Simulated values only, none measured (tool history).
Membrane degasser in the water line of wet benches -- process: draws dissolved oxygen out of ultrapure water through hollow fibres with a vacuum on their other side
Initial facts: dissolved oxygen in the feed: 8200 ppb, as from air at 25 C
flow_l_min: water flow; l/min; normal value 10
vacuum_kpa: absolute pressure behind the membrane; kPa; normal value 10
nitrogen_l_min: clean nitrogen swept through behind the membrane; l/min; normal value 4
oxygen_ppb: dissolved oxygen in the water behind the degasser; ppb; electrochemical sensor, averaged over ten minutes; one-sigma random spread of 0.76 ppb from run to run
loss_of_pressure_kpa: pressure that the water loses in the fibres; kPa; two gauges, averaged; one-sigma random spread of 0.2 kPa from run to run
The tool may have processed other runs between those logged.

run 1 hour=0 | flow_l_min=10 vacuum_kpa=10 nitrogen_l_min=4 | oxygen_ppb=67.2 loss_of_pressure_kpa=43.59
run 2 hour=55.6 | flow_l_min=10 vacuum_kpa=10 nitrogen_l_min=4 | oxygen_ppb=68.8 loss_of_pressure_kpa=43.48
run 3 hour=111.8 | flow_l_min=10 vacuum_kpa=10 nitrogen_l_min=4 | oxygen_ppb=68.9 loss_of_pressure_kpa=43.94
run 4 hour=150.8 | flow_l_min=10 vacuum_kpa=10 nitrogen_l_min=4 | oxygen_ppb=69.7 loss_of_pressure_kpa=43.83
run 5 hour=203.7 | flow_l_min=10 vacuum_kpa=10 nitrogen_l_min=4 | oxygen_ppb=68.9 loss_of_pressure_kpa=43.56
run 6 hour=265.2 | flow_l_min=10 vacuum_kpa=14.3 nitrogen_l_min=4 | oxygen_ppb=95 loss_of_pressure_kpa=43.12
run 7 hour=324.5 | flow_l_min=10 vacuum_kpa=14.3 nitrogen_l_min=4 | oxygen_ppb=95.6 loss_of_pressure_kpa=43.71
run 8 hour=387.1 | flow_l_min=10 vacuum_kpa=14.3 nitrogen_l_min=4 | oxygen_ppb=95.8 loss_of_pressure_kpa=43.49
run 9 hour=432.5 | flow_l_min=10 vacuum_kpa=10 nitrogen_l_min=4 | oxygen_ppb=69.8 loss_of_pressure_kpa=43.4
run 10 hour=466.1 | flow_l_min=10 vacuum_kpa=10 nitrogen_l_min=4 | oxygen_ppb=68.9 loss_of_pressure_kpa=43.48
run 11 hour=511.7 | flow_l_min=12 vacuum_kpa=23.7 nitrogen_l_min=4 | oxygen_ppb=193.3 loss_of_pressure_kpa=52.41
run 12 hour=562 | flow_l_min=10 vacuum_kpa=10.5 nitrogen_l_min=5.73 | oxygen_ppb=59.1 loss_of_pressure_kpa=43.65
run 13 hour=618.5 | flow_l_min=11 vacuum_kpa=8.8 nitrogen_l_min=2.05 | oxygen_ppb=109.6 loss_of_pressure_kpa=48.2
run 14 hour=669 | flow_l_min=14 vacuum_kpa=10.7 nitrogen_l_min=2.49 | oxygen_ppb=168.1 loss_of_pressure_kpa=61.29
run 15 hour=729 | flow_l_min=14 vacuum_kpa=10.7 nitrogen_l_min=2.49 | oxygen_ppb=172.5 loss_of_pressure_kpa=60.99
run 16 hour=763.8 | flow_l_min=14 vacuum_kpa=23.8 nitrogen_l_min=2.49 | oxygen_ppb=341.9 loss_of_pressure_kpa=60.89
run 17 hour=792 | flow_l_min=10 vacuum_kpa=13.2 nitrogen_l_min=8.99 | oxygen_ppb=55.9 loss_of_pressure_kpa=43.72
run 18 hour=840.7 | flow_l_min=8 vacuum_kpa=20.2 nitrogen_l_min=6.58 | oxygen_ppb=64.2 loss_of_pressure_kpa=34.95
run 19 hour=871.5 | flow_l_min=10 vacuum_kpa=8.1 nitrogen_l_min=2.53 | oxygen_ppb=74.3 loss_of_pressure_kpa=43.81
run 20 hour=938.9 | flow_l_min=10 vacuum_kpa=8.1 nitrogen_l_min=3.15 | oxygen_ppb=64.1 loss_of_pressure_kpa=43.92

What if the next run were any one of these 3? Each begins from the tool's condition after run 20:
run A hour=978.3 | flow_l_min=15 vacuum_kpa=10 nitrogen_l_min=4 | oxygen_ppb=? loss_of_pressure_kpa=?
run B hour=978.3 | flow_l_min=7 vacuum_kpa=14.6 nitrogen_l_min=3.44 | oxygen_ppb=? loss_of_pressure_kpa=?
run C hour=978.3 | flow_l_min=9 vacuum_kpa=13 nitrogen_l_min=4 | oxygen_ppb=? loss_of_pressure_kpa=?

run=A oxygen_ppb=149.1 loss_of_pressure_kpa=65.21
run=B oxygen_ppb=65.2 loss_of_pressure_kpa=30.44
run=C oxygen_ppb=74.5 loss_of_pressure_kpa=39.73
With the hidden condition removed and each run's random variation left untouched, the same runs would have given:
run=A oxygen_ppb=149 loss_of_pressure_kpa=65.2
run=B oxygen_ppb=65.2 loss_of_pressure_kpa=30.43
run=C oxygen_ppb=74.5 loss_of_pressure_kpa=39.72
